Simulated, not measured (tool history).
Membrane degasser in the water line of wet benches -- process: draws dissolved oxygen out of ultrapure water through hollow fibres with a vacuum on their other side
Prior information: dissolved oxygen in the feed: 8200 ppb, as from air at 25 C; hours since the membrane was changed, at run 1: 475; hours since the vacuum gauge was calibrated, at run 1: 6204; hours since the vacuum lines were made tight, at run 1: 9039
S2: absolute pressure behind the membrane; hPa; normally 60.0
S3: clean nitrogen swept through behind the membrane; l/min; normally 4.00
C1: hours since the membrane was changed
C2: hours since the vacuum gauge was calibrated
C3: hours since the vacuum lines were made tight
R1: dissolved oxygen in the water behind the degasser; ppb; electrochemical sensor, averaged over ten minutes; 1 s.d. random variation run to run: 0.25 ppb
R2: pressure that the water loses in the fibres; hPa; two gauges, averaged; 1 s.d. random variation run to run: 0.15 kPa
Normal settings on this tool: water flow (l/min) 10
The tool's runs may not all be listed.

{"run": 1, "hour": 0.0, "water flow (l/min)": 10, "S2": 60.0, "S3": 4.0, "C1": 475, "C2": 6204, "C3": 9039, "R1": 23.9, "R2": 464.2}
{"run": 2, "hour": 35.1, "water flow (l/min)": 8, "S2": 60.0, "S3": 4.0, "C1": 511, "C2": 6239, "C3": 9074, "R1": 18.0, "R2": 368.8}
{"run": 3, "hour": 58.6, "water flow (l/min)": 8, "S2": 60.0, "S3": 4.0, "C1": 534, "C2": 6262, "C3": 9098, "R1": 18.2, "R2": 368.8}
{"run": 4, "hour": 86.9, "water flow (l/min)": 10, "S2": 75.3, "S3": 4.0, "C1": 562, "C2": 6291, "C3": 9126, "R1": 33.9, "R2": 462.0}
{"run": 5, "hour": 115.1, "water flow (l/min)": 16, "S2": 60.0, "S3": 4.0, "C1": 591, "C2": 6319, "C3": 9154, "R1": 68.7, "R2": 738.5}
{"run": 6, "hour": 151.0, "water flow (l/min)": 16, "S2": 60.0, "S3": 4.0, "C1": 626, "C2": 6355, "C3": 9190, "R1": 67.3, "R2": 737.3}
{"hour": 153.9, "done": "vacuum gauge calibrated"}
{"run": 7, "hour": 192.6, "water flow (l/min)": 16, "S2": 60.0, "S3": 4.0, "C1": 667, "C2": 39, "C3": 9231, "R1": 70.5, "R2": 740.3}
{"run": 8, "hour": 230.8, "water flow (l/min)": 16, "S2": 41.8, "S3": 5.11, "C1": 706, "C2": 77, "C3": 9270, "R1": 49.9, "R2": 741.0}
{"hour": 234.1, "done": "vacuum gauge calibrated, once more"}
{"run": 9, "hour": 253.3, "water flow (l/min)": 10, "S2": 54.6, "S3": 9.82, "C1": 728, "C2": 19, "C3": 9292, "R1": 9.2, "R2": 459.2}
{"run": 10, "hour": 297.8, "water flow (l/min)": 12, "S2": 41.5, "S3": 3.61, "C1": 772, "C2": 64, "C3": 9336, "R1": 16.7, "R2": 552.9}
{"run": 11, "hour": 334.4, "water flow (l/min)": 15, "S2": 45.7, "S3": 4.85, "C1": 809, "C2": 100, "C3": 9373, "R1": 37.1, "R2": 692.7}
{"run": 12, "hour": 368.9, "water flow (l/min)": 15, "S2": 45.7, "S3": 4.85, "C1": 843, "C2": 135, "C3": 9407, "R1": 37.7, "R2": 693.9}
{"run": 13, "hour": 393.4, "water flow (l/min)": 10, "S2": 112.7, "S3": 9.19, "C1": 868, "C2": 159, "C3": 9432, "R1": 26.7, "R2": 461.8}
{"run": 14, "hour": 423.0, "water flow (l/min)": 10, "S2": 62.4, "S3": 2.49, "C1": 897, "C2": 189, "C3": 9461, "R1": 34.8, "R2": 464.9}

What if the next run were any one of these 4? Each begins from the tool's condition after run 14:
{"run": "A", "hour": 462.4, "water flow (l/min)": 13, "S2": 90.5, "S3": 9.15, "C1": 937, "C2": 228, "C3": 9501, "R1": "?", "R2": "?"}
{"run": "B", "hour": 462.4, "water flow (l/min)": 10, "S2": 74.3, "S3": 4.0, "C1": 937, "C2": 228, "C3": 9501, "R1": "?", "R2": "?"}
{"run": "C", "hour": 462.4, "water flow (l/min)": 10, "S2": 55.5, "S3": 4.0, "C1": 937, "C2": 228, "C3": 9501, "R1": "?", "R2": "?"}
{"run": "D", "hour": 462.4, "water flow (l/min)": 13, "S2": 46.1, "S3": 1.75, "C1": 937, "C2": 228, "C3": 9501, "R1": "?", "R2": "?"}

run=A R1=35.1 R2=600.1
run=B R1=31.5 R2=463.4
run=C R1=18.3 R2=461.0
run=D R1=38.9 R2=600.7
With the hidden condition removed and each run's random variation left untouched, the same runs would have given:
run=A R1=33.7 R2=598.2
run=B R1=29.7 R2=462.0
run=C R1=17.4 R2=459.6
run=D R1=38.2 R2=598.9
